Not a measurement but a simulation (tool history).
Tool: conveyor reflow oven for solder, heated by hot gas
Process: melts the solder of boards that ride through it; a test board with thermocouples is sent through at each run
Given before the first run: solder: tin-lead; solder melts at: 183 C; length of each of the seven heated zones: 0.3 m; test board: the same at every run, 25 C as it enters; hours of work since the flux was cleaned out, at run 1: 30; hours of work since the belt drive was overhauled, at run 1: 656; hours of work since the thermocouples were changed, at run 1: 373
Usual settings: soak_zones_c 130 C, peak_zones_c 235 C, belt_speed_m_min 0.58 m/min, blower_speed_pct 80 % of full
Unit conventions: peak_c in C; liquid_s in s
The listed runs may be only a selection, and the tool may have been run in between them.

run,hour,soak_zones_c,peak_zones_c,belt_speed_m_min,blower_speed_pct,hours of work since the flux was cleaned out,hours of work since the belt drive was overhauled,hours of work since the thermocouples were changed,peak_c,liquid_s
1,0,130,235,0.58,80,30,656,373,215.9,43.3
2,13.9,130,235,0.542,80,40,667,384,218.4,48.8
3,20.1,130,235,0.542,80,45,671,388,218.7,48.7
4,30.4,130,235,0.542,80,53,679,396,218.1,48.4
5,40.9,130,235,0.542,80,60,687,404,218.7,49.3
6,48.5,130,235,0.542,80,66,692,409,218.4,48.8
7,58,130,235,0.542,80,73,700,416,218.4,48.6
8,70.8,130,235,0.67,80,83,709,426,209.6,32.9
9,85.6,130,235,0.67,80,94,720,437,209.4,33.1
10,95.1,130,230,0.58,80,101,727,444,211.6,40.5
# hour 100.9: flux residue cleaned out of gas plates and filters
11,109.8,130,230,0.58,80,7,734,451,211.2,40.2
12,122.6,130,230,0.58,80,16,744,461,211.1,40.5
13,135.3,130,235,0.606,80,26,753,470,213.9,39.7
14,146.1,130,235,0.606,80,34,761,478,213.4,39.7
15,155.1,130,235,0.606,80,40,768,485,214.1,39.6
16,164.7,130,235,0.606,80,48,775,492,213.1,40
17,172.1,130,235,0.606,80,53,781,498,213.3,39.8
18,180.1,125,236,0.604,66,59,787,504,209.6,35.2
# hour 191.2: flux residue cleaned out of gas plates and filters, once more
19,199,125,236,0.604,66,6,797,514,210.5,36
20,211.9,125,228,0.65,66,15,807,524,200.8,24.7
21,222.1,123,228,0.494,66,23,814,531,211,45.6
22,232.9,126,235,0.58,54,31,822,539,207,35
23,245.3,136,237,0.482,64,40,832,549,220.9,59.2
24,257.1,136,237,0.468,64,49,840,557,223.1,62.1
25,267.7,136,237,0.468,64,57,848,565,221.9,61.8
26,278.1,139,229,0.468,64,65,856,573,216.4,58.6
# hour 293.6: belt drive overhauled, speed set with a stopwatch
27,294.3,126,235,0.53,80,74,1,582,218,47.7
28,305.5,142,243,0.51,76,82,9,590,228.6,60.4
29,316.2,141,243,0.51,76,90,17,598,227.6,60.2
30,326.4,127,235,0.58,88,98,24,606,216.4,42.1
31,333.7,127,235,0.58,88,103,30,611,217,42.3

Some steps in peak_c between neighbouring runs. How much of each would the tool show without its hidden state too (settings, what came in, random variation), and how much is left for the hidden state, with any gauge scatter that isn't in both results?
Unlogged tool condition in this case: heat that the gas passes to the board, % of a clean oven's; belt's true speed, % of the reading; true gas temperature in zones 6 and 7 over the reading, C; drift of the gauge itself on peak_c, C; drift of the gauge itself on liquid_s, %.
Run 10 -> 11: flux residue cleaned out of gas plates and filters. peak_c -0.4 C: hidden state -0.4, all else +0.
Run 18 -> 19: flux residue cleaned out of gas plates and filters, once more. peak_c +0.9 C: hidden state +1.1, all else -0.2.
Run 22 -> 23: soak_zones_c 126 -> 136, peak_zones_c 235 -> 237, belt_speed_m_min 0.58 -> 0.482, blower_speed_pct 54 -> 64. peak_c +13.9 C: hidden state -0.1, all else +14.
Run 26 -> 27: soak_zones_c 139 -> 126, peak_zones_c 229 -> 235, belt_speed_m_min 0.468 -> 0.53, blower_speed_pct 64 -> 80, belt drive overhauled, speed set with a stopwatch. peak_c +1.6 C: hidden state -0.9, all else +2.5.
Run 27 -> 28: soak_zones_c 126 -> 142, peak_zones_c 235 -> 243, belt_speed_m_min 0.53 -> 0.51, blower_speed_pct 80 -> 76. peak_c +10.6 C: hidden state +0.1, all else +10.5.
Run 29 -> 30: soak_zones_c 141 -> 127, peak_zones_c 243 -> 235, belt_speed_m_min 0.51 -> 0.58, blower_speed_pct 76 -> 88. peak_c -11.2 C: hidden state -0.3, all else -10.9.

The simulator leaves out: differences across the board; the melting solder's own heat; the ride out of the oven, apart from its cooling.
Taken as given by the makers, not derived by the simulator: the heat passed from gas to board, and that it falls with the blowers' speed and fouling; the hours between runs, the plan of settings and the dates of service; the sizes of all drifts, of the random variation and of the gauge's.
